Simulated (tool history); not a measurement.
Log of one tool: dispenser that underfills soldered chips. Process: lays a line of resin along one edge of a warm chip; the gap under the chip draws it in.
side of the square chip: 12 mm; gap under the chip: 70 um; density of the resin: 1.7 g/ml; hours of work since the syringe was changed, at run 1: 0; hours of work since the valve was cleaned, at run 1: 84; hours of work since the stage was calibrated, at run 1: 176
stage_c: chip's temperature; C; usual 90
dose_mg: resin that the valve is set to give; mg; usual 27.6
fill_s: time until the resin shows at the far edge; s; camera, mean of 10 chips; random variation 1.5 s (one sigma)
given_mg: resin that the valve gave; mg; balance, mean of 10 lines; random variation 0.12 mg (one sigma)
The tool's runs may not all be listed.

run,hour,stage_c,dose_mg,hours of work since the syringe was changed,hours of work since the valve was cleaned,hours of work since the stage was calibrated,fill_s,given_mg
1,0,90,27.6,0,84,176,164.2,25.48
2,5.7,90,27.6,4,88,180,214.4,25.34
3,12.2,90,27.6,8,92,184,310.1,25.17
# hour 14.8: new syringe of resin
4,21.3,90,30.3,4,97,189,220.4,27.59
# hour 30.1: new syringe of resin
5,32.6,82,27.6,2,104,196,241.2,24.96
6,38,82,27.6,5,107,199,320.1,25.01
# hour 45.2: new syringe of resin
7,47.4,87,27.6,1,113,205,200.3,24.7
8,59.2,87,27.6,9,120,212,370.9,24.52
# hour 60.3: new syringe of resin
9,64.4,87,27.6,3,123,215,221.4,24.46
# hour 66.1: dispensing valve cleaned and set on the balance
10,75.7,87,27.6,9,6,221,366.3,27.62
# hour 77: new syringe of resin
11,87.8,98,27.6,7,13,229,214.6,27.32
# hour 92.3: new syringe of resin
12,97.8,98,27.6,3,19,234,169.8,27.13
13,105.8,98,30.8,8,24,239,247.9,30.23
# hour 107.8: new syringe of resin
14,117.1,96,30.7,6,31,246,210.7,30.08
# hour 122.8: new syringe of resin
15,123.3,82,24.3,0,34,250,219,23.55
16,129.8,96,26.9,4,38,254,191.5,25.83
# hour 137.6: new syringe of resin
17,140.5,90,23.7,2,45,260,187.6,22.76
18,147.2,97,32.3,6,49,264,210.9,31.08
# hour 152.9: new syringe of resin
19,156.3,97,32.3,2,54,270,155.2,30.47
20,161.9,81,27.6,5,57,273,345.3,26.35
# hour 168: new syringe of resin
21,172.6,98,34,3,64,279,156.7,32.15
# hour 183: new syringe of resin
22,183,79,26.5,0,70,285,237.3,24.79

Forecast each of these 5 alternatives for the next run:
A,195,105,25.2,7,77,293,?,?
B,195,92,28.7,7,77,293,?,?
C,195,82,29.9,7,77,293,?,?
D,195,90,25.8,7,77,293,?,?
E,195,92,28.6,7,77,293,?,?

run,fill_s,given_mg
A,193.2,23.24
B,283.7,26.79
C,388.1,27.81
D,303.8,24.05
E,277.7,26.5
Without the tool's hidden state the same runs would have given:
run,fill_s,given_mg
A,96.7,25.01
B,142.3,28.83
C,194.5,29.93
D,151.2,25.87
E,139.2,28.52
